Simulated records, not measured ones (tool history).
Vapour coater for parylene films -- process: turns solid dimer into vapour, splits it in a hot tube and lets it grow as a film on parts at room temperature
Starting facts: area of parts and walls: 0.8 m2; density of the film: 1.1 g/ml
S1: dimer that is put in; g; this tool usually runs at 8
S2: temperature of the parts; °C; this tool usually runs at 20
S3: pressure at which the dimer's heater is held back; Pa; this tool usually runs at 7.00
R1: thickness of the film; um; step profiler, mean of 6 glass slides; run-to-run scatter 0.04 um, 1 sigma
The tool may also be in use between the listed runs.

{"run": 1, "hour": 0.0, "S1": 8, "S2": 20, "S3": 7.0, "R1": 4.32}
{"run": 2, "hour": 13.0, "S1": 8, "S2": 20, "S3": 7.0, "R1": 4.31}
{"run": 3, "hour": 29.9, "S1": 8, "S2": 20, "S3": 7.0, "R1": 4.27}
{"run": 4, "hour": 51.3, "S1": 8, "S2": 20, "S3": 7.0, "R1": 4.36}
{"run": 5, "hour": 75.4, "S1": 8, "S2": 20, "S3": 7.0, "R1": 4.31}
{"run": 6, "hour": 90.4, "S1": 8, "S2": 20, "S3": 7.0, "R1": 4.36}
{"run": 7, "hour": 120.3, "S1": 8, "S2": 20, "S3": 7.0, "R1": 4.31}
{"run": 8, "hour": 142.2, "S1": 8, "S2": 20, "S3": 7.0, "R1": 4.36}
{"run": 9, "hour": 160.3, "S1": 8, "S2": 20, "S3": 7.0, "R1": 4.34}
{"run": 10, "hour": 177.2, "S1": 8, "S2": 20, "S3": 7.0, "R1": 4.37}
{"run": 11, "hour": 200.5, "S1": 8, "S2": 20, "S3": 7.0, "R1": 4.35}
{"run": 12, "hour": 220.8, "S1": 8, "S2": 20, "S3": 7.0, "R1": 4.41}
{"run": 13, "hour": 237.5, "S1": 8, "S2": 20, "S3": 7.0, "R1": 4.33}
{"run": 14, "hour": 260.3, "S1": 8, "S2": 20, "S3": 7.0, "R1": 4.39}
{"run": 15, "hour": 276.8, "S1": 8, "S2": 20, "S3": 7.0, "R1": 4.32}
{"run": 16, "hour": 303.6, "S1": 8, "S2": 20, "S3": 7.0, "R1": 4.34}
{"run": 17, "hour": 325.2, "S1": 8, "S2": 20, "S3": 7.0, "R1": 4.35}
{"run": 18, "hour": 346.4, "S1": 8, "S2": 20, "S3": 7.0, "R1": 4.33}
{"run": 19, "hour": 377.5, "S1": 8, "S2": 20, "S3": 7.0, "R1": 4.31}
{"run": 20, "hour": 407.5, "S1": 8, "S2": 20, "S3": 7.0, "R1": 4.37}
{"run": 21, "hour": 435.0, "S1": 8, "S2": 20, "S3": 7.0, "R1": 4.36}
{"run": 22, "hour": 455.9, "S1": 8, "S2": 20, "S3": 7.0, "R1": 4.3}
{"hour": 469.3, "done": "trap's valve overhauled"}
{"run": 23, "hour": 485.4, "S1": 8, "S2": 20, "S3": 7.0, "R1": 4.33}
{"run": 24, "hour": 510.2, "S1": 8, "S2": 20, "S3": 7.0, "R1": 4.31}
{"run": 25, "hour": 538.3, "S1": 8, "S2": 23, "S3": 8.1, "R1": 3.65}
{"run": 26, "hour": 569.0, "S1": 13, "S2": 20, "S3": 5.42, "R1": 7.34}
{"run": 27, "hour": 592.1, "S1": 8, "S2": 22, "S3": 7.67, "R1": 3.92}
{"run": 28, "hour": 609.8, "S1": 7, "S2": 19, "S3": 7.4, "R1": 3.99}
{"run": 29, "hour": 627.3, "S1": 7, "S2": 15, "S3": 7.4, "R1": 4.73}
{"run": 30, "hour": 651.7, "S1": 7, "S2": 14, "S3": 7.4, "R1": 5.04}
{"run": 31, "hour": 678.5, "S1": 8, "S2": 14, "S3": 7.4, "R1": 5.7}
{"run": 32, "hour": 703.4, "S1": 10, "S2": 20, "S3": 4.95, "R1": 5.68}
{"run": 33, "hour": 731.2, "S1": 10, "S2": 16, "S3": 3.54, "R1": 7.27}
{"run": 34, "hour": 749.8, "S1": 6, "S2": 27, "S3": 4.6, "R1": 2.56}
{"run": 35, "hour": 779.5, "S1": 8, "S2": 20, "S3": 3.97, "R1": 4.78}
{"run": 36, "hour": 802.9, "S1": 8, "S2": 20, "S3": 3.97, "R1": 4.76}
{"run": 37, "hour": 828.2, "S1": 6, "S2": 19, "S3": 8.15, "R1": 3.3}
{"run": 38, "hour": 859.9, "S1": 14, "S2": 31, "S3": 6.03, "R1": 4.75}
{"run": 39, "hour": 878.7, "S1": 4, "S2": 24, "S3": 6.03, "R1": 1.87}
{"run": 40, "hour": 899.7, "S1": 4, "S2": 20, "S3": 3.23, "R1": 2.42}
{"run": 41, "hour": 924.4, "S1": 12, "S2": 20, "S3": 7.0, "R1": 6.5}
{"run": 42, "hour": 941.9, "S1": 5, "S2": 19, "S3": 2.8, "R1": 3.33}
{"run": 43, "hour": 966.4, "S1": 4, "S2": 20, "S3": 2.08, "R1": 2.69}
{"run": 44, "hour": 996.2, "S1": 12, "S2": 14, "S3": 7.0, "R1": 8.49}
{"run": 45, "hour": 1018.7, "S1": 12, "S2": 14, "S3": 7.0, "R1": 8.54}
{"run": 46, "hour": 1042.2, "S1": 14, "S2": 12, "S3": 3.99, "R1": 12.06}
{"run": 47, "hour": 1067.7, "S1": 14, "S2": 12, "S3": 3.99, "R1": 11.96}

Selected run-to-run steps in R1, each split into two signed amounts: the part the tool would show with no hidden state at all (from settings, incoming material and random variation), and the remainder, which goes to the hidden state together with any gauge scatter not common to the measured and the hidden-state-free results:
Hidden state present: vapour lost through the trap's worn valve, %; true temperature of the parts over the reading, C; drift of the gauge itself on film_um, %.
Run 22 -> 23: trap's valve overhauled. R1 +0.03 um: hidden state +0.02, all else +0.01.
Run 33 -> 34: S1 10 -> 6, S2 16 -> 27, S3 3.54 -> 4.60. R1 -4.71 um: hidden state +0.02, all else -4.73.
Run 34 -> 35: S1 6 -> 8, S2 27 -> 20, S3 4.60 -> 3.97. R1 +2.22 um: hidden state -0.02, all else +2.24.
Run 40 -> 41: S1 4 -> 12, S3 3.23 -> 7.00. R1 +4.08 um: hidden state -0.02, all else +4.10.
Run 43 -> 44: S1 4 -> 12, S2 20 -> 14, S3 2.08 -> 7.00. R1 +5.80 um: hidden state -0.02, all else +5.82.
